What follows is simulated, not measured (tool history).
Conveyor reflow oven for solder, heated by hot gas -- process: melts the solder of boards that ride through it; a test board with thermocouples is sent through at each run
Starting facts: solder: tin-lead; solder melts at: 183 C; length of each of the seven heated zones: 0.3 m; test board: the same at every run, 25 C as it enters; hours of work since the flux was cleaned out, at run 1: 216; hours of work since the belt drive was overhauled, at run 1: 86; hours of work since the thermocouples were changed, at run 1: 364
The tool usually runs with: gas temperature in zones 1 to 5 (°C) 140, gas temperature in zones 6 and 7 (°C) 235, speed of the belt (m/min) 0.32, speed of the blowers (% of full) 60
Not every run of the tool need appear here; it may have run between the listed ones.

run   hour  gas temperature in zones 1 to 5 (°C)  gas temperature in zones 6 and 7 (°C)  speed of the belt (m/min)  speed of the blowers (% of full)  hours of work since the flux was cleaned out  hours of work since the belt drive was overhauled  hours of work since the thermocouples were changed  highest temperature of the board (°C)  time above the solder's melting point (s)
  1      0                                   140                                    235                       0.32                                60                                           216                                                 86                                                 364                                  219.9                                       90.3
  2   16.9                                   140                                    235                       0.32                                60                                           223                                                 93                                                 371                                    220                                       89.4
  3   38.2                                   140                                    237                       0.32                                60                                           232                                                102                                                 380                                  222.2                                       91.7
  4   67.5                                   140                                    237                       0.32                                60                                           244                                                114                                                 392                                    222                                       89.9
  5   91.5                                   140                                    237                       0.32                                60                                           254                                                124                                                 402                                  221.4                                       90.8
  6  114.5                                   140                                    225                       0.32                                60                                           263                                                133                                                 411                                  211.5                                       78.6
  7  139.4                                   140                                    235                       0.32                                60                                           273                                                143                                                 422                                  219.6                                       89.3
  8  163.3                                   140                                    235                       0.32                                60                                           283                                                153                                                 431                                  219.5                                       89.1
  9  192.1                                   140                                    235                       0.32                                60                                           295                                                165                                                 443                                  219.3                                       88.6
 10  206.8                                   140                                    235                       0.32                                60                                           301                                                171                                                 449                                  219.4                                       88.4
 11  223.3                                   140                                    249                       0.32                                60                                           308                                                178                                                 456                                  232.3                                      100.2
 12  249.2                                   140                                    249                       0.32                                60                                           319                                                189                                                 467                                  231.6                                        100
 13  274.6                                   140                                    249                       0.32                                60                                           329                                                199                                                 477                                  232.1                                       99.6
 14    288                                   140                                    235                       0.32                                66                                           335                                                205                                                 483                                  220.4                                       89.5
 15  304.2                                   140                                    224                       0.32                                60                                           341                                                211                                                 489                                  209.3                                       76.9
 16    329                                   140                                    224                       0.32                                60                                           351                                                221                                                 499                                  209.1                                       76.8
 17    345                                   129                                    241                       0.32                                67                                           358                                                228                                                 506                                    223                                       87.3
 18  361.6                                   140                                    235                       0.32                                60                                           365                                                235                                                 513                                  219.3                                       88.1
 19  391.6                                   134                                    231                      0.286                                69                                           377                                                247                                                 525                                  218.4                                       96.1
 20  409.3                                   134                                    231                      0.286                                69                                           384                                                254                                                 533                                  218.2                                       95.7
 21  434.9                                   131                                    249                      0.344                                61                                           395                                                265                                                 543                                  227.1                                       85.1
 22    463                                   131                                    249                      0.344                                61                                           406                                                276                                                 555                                  226.5                                       84.6
 23  483.7                                   131                                    249                      0.344                                61                                           415                                                285                                                 563                                  226.9                                       85.1
 24  512.2                                   134                                    227                       0.32                                55                                           427                                                297                                                 575                                  209.5                                       72.1
 25  529.4                                   151                                    227                       0.32                                60                                           434                                                304                                                 582                                  212.7                                       88.5
 26  551.2                                   135                                    244                      0.328                                72                                           443                                                313                                                 591                                  225.8                                       90.7
 27  569.7                                   146                                    233                      0.289                                60                                           450                                                320                                                 598                                  221.1                                      102.9
     590.3  -- flux residue cleaned out of gas plates and filters
 28  602.6                                   134                                    235                       0.32                                60                                             5                                                332                                                 610                                  220.3                                         88
 29  618.6                                   134                                    235                       0.32                                60                                            12                                                338                                                 616                                  219.8                                       86.6
 30  631.2                                   134                                    235                       0.27                                69                                            17                                                344                                                 622                                  225.8                                      112.6
 31  653.6                                   134                                    235                      0.277                                58                                            26                                                353                                                 631                                  223.3                                      106.2

Measured less the same run without the tool's hidden state. The same run-to-run variation is in both; the gauge's scatter may not be:
The tool's hidden condition here consists of: heat that the gas passes to the board, % of a clean oven's; belt's true speed, % of the reading; true gas temperature in zones 6 and 7 over the reading, C; drift of the gauge itself on peak_c, C; drift of the gauge itself on liquid_s, %.
run  highest temperature of the board (°C)  time above the solder's melting point (s)
  1                                   -2.5                                       -2.7
  2                                   -2.6                                       -2.7
  3                                   -2.7                                       -2.7
  4                                   -2.8                                       -2.8
  5                                   -2.9                                       -2.9
  6                                   -2.8                                       -4.2
  7                                     -3                                       -3.2
  8                                   -3.1                                       -3.3
  9                                   -3.2                                       -3.5
 10                                   -3.3                                       -3.5
 11                                   -3.7                                       -2.3
 12                                   -3.8                                       -2.4
 13                                   -3.9                                       -2.4
 14                                   -3.8                                       -3.8
 15                                   -3.5                                       -5.5
 16                                   -3.6                                       -5.6
 17                                   -4.4                                       -4.2
 18                                     -4                                       -4.2
 19                                   -3.9                                       -4.7
 20                                   -3.9                                       -4.8
 21                                   -5.2                                       -3.9
 22                                   -5.3                                       -4.1
 23                                   -5.4                                       -4.2
 24                                   -4.5                                         -7
 25                                   -4.1                                       -5.1
 26                                   -5.5                                       -4.3
 27                                   -4.2                                       -4.1
 28                                   -1.4                                       -0.5
 29                                   -1.4                                       -0.7
 30                                   -1.5                                       -0.4
 31                                   -1.6                                       -0.6
